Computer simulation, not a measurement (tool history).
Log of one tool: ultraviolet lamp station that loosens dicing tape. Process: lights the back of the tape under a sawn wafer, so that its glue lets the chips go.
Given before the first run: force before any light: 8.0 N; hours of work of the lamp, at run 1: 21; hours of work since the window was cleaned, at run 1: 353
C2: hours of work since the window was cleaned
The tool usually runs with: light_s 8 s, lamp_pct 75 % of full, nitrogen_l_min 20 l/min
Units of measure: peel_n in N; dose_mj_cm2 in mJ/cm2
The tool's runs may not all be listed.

{"run": 1, "hour": 0.0, "light_s": 8, "lamp_pct": 75, "nitrogen_l_min": 20, "hours of work of the lamp": 21, "C2": 353, "peel_n": 0.916, "dose_mj_cm2": 281}
{"run": 2, "hour": 10.0, "light_s": 8, "lamp_pct": 75, "nitrogen_l_min": 20, "hours of work of the lamp": 25, "C2": 357, "peel_n": 0.931, "dose_mj_cm2": 280}
{"run": 3, "hour": 21.6, "light_s": 8, "lamp_pct": 75, "nitrogen_l_min": 20, "hours of work of the lamp": 31, "C2": 363, "peel_n": 0.912, "dose_mj_cm2": 281}
{"run": 4, "hour": 38.5, "light_s": 8, "lamp_pct": 75, "nitrogen_l_min": 20, "hours of work of the lamp": 39, "C2": 371, "peel_n": 0.971, "dose_mj_cm2": 276}
{"run": 5, "hour": 47.3, "light_s": 8, "lamp_pct": 75, "nitrogen_l_min": 20, "hours of work of the lamp": 43, "C2": 375, "peel_n": 0.982, "dose_mj_cm2": 278}
{"run": 6, "hour": 63.9, "light_s": 8, "lamp_pct": 86, "nitrogen_l_min": 20, "hours of work of the lamp": 51, "C2": 383, "peel_n": 0.769, "dose_mj_cm2": 321}
{"run": 7, "hour": 82.1, "light_s": 8, "lamp_pct": 86, "nitrogen_l_min": 20, "hours of work of the lamp": 60, "C2": 392, "peel_n": 0.751, "dose_mj_cm2": 315}
{"run": 8, "hour": 95.5, "light_s": 8, "lamp_pct": 86, "nitrogen_l_min": 20, "hours of work of the lamp": 66, "C2": 399, "peel_n": 0.777, "dose_mj_cm2": 313}
{"run": 9, "hour": 113.1, "light_s": 8, "lamp_pct": 86, "nitrogen_l_min": 20, "hours of work of the lamp": 75, "C2": 407, "peel_n": 0.784, "dose_mj_cm2": 309}
{"run": 10, "hour": 121.7, "light_s": 8, "lamp_pct": 86, "nitrogen_l_min": 20, "hours of work of the lamp": 79, "C2": 411, "peel_n": 0.771, "dose_mj_cm2": 306}
{"run": 11, "hour": 133.1, "light_s": 8, "lamp_pct": 86, "nitrogen_l_min": 20, "hours of work of the lamp": 85, "C2": 417, "peel_n": 0.783, "dose_mj_cm2": 303}
{"run": 12, "hour": 141.6, "light_s": 8, "lamp_pct": 86, "nitrogen_l_min": 20, "hours of work of the lamp": 89, "C2": 421, "peel_n": 0.802, "dose_mj_cm2": 306}
{"run": 13, "hour": 149.8, "light_s": 8, "lamp_pct": 86, "nitrogen_l_min": 20, "hours of work of the lamp": 93, "C2": 425, "peel_n": 0.814, "dose_mj_cm2": 301}
{"run": 14, "hour": 167.1, "light_s": 8, "lamp_pct": 75, "nitrogen_l_min": 20, "hours of work of the lamp": 101, "C2": 433, "peel_n": 1.096, "dose_mj_cm2": 263}
{"run": 15, "hour": 180.3, "light_s": 8, "lamp_pct": 75, "nitrogen_l_min": 20, "hours of work of the lamp": 107, "C2": 439, "peel_n": 1.086, "dose_mj_cm2": 254}
{"run": 16, "hour": 192.5, "light_s": 4, "lamp_pct": 72, "nitrogen_l_min": 24, "hours of work of the lamp": 113, "C2": 445, "peel_n": 2.989, "dose_mj_cm2": 122}
{"run": 17, "hour": 204.8, "light_s": 4, "lamp_pct": 61, "nitrogen_l_min": 26, "hours of work of the lamp": 119, "C2": 451, "peel_n": 3.347, "dose_mj_cm2": 103}
{"run": 18, "hour": 217.3, "light_s": 12, "lamp_pct": 78, "nitrogen_l_min": 6, "hours of work of the lamp": 125, "C2": 457, "peel_n": 0.792, "dose_mj_cm2": 403}
{"hour": 219.6, "done": "window cleaned of glue's vapour"}
{"run": 19, "hour": 234.8, "light_s": 12, "lamp_pct": 78, "nitrogen_l_min": 6, "hours of work of the lamp": 133, "C2": 7, "peel_n": 0.509, "dose_mj_cm2": 476}
{"run": 20, "hour": 244.0, "light_s": 9, "lamp_pct": 75, "nitrogen_l_min": 20, "hours of work of the lamp": 138, "C2": 12, "peel_n": 0.618, "dose_mj_cm2": 341}
{"run": 21, "hour": 255.2, "light_s": 9, "lamp_pct": 86, "nitrogen_l_min": 26, "hours of work of the lamp": 143, "C2": 17, "peel_n": 0.413, "dose_mj_cm2": 390}
{"run": 22, "hour": 267.1, "light_s": 10, "lamp_pct": 86, "nitrogen_l_min": 23, "hours of work of the lamp": 149, "C2": 23, "peel_n": 0.337, "dose_mj_cm2": 431}
{"run": 23, "hour": 284.0, "light_s": 10, "lamp_pct": 86, "nitrogen_l_min": 23, "hours of work of the lamp": 157, "C2": 31, "peel_n": 0.335, "dose_mj_cm2": 427}
{"run": 24, "hour": 292.9, "light_s": 10, "lamp_pct": 86, "nitrogen_l_min": 23, "hours of work of the lamp": 161, "C2": 35, "peel_n": 0.339, "dose_mj_cm2": 425}
{"run": 25, "hour": 303.0, "light_s": 8, "lamp_pct": 61, "nitrogen_l_min": 20, "hours of work of the lamp": 166, "C2": 40, "peel_n": 1.309, "dose_mj_cm2": 244}
{"run": 26, "hour": 321.7, "light_s": 9, "lamp_pct": 70, "nitrogen_l_min": 20, "hours of work of the lamp": 175, "C2": 49, "peel_n": 0.761, "dose_mj_cm2": 308}
{"run": 27, "hour": 331.8, "light_s": 9, "lamp_pct": 70, "nitrogen_l_min": 20, "hours of work of the lamp": 180, "C2": 54, "peel_n": 0.79, "dose_mj_cm2": 312}
{"run": 28, "hour": 344.0, "light_s": 10, "lamp_pct": 75, "nitrogen_l_min": 13, "hours of work of the lamp": 186, "C2": 60, "peel_n": 0.622, "dose_mj_cm2": 368}
{"run": 29, "hour": 362.8, "light_s": 10, "lamp_pct": 75, "nitrogen_l_min": 13, "hours of work of the lamp": 195, "C2": 69, "peel_n": 0.678, "dose_mj_cm2": 360}

Some steps in peel_n, run to run, broken into two amounts with sign: the step expected even without the hidden condition (settings, incoming material, random variation), and the rest, left for the hidden condition together with whatever gauge scatter is not in both the measured and the hidden-condition-free result:
The hidden state here: lamp's light, % of a new lamp's; light that the window lets through, % of a clean one's; drift of the gauge itself on peel_n, %; drift of the gauge itself on dose_mj_cm2, %.
Run 15 -> 16: light_s 8 -> 4, lamp_pct 75 -> 72, nitrogen_l_min 20 -> 24. peel_n +1.903 N: hidden state +0.292, all else +1.611.
Run 17 -> 18: light_s 4 -> 12, lamp_pct 61 -> 78, nitrogen_l_min 26 -> 6. peel_n -2.555 N: hidden state -0.360, all else -2.195.

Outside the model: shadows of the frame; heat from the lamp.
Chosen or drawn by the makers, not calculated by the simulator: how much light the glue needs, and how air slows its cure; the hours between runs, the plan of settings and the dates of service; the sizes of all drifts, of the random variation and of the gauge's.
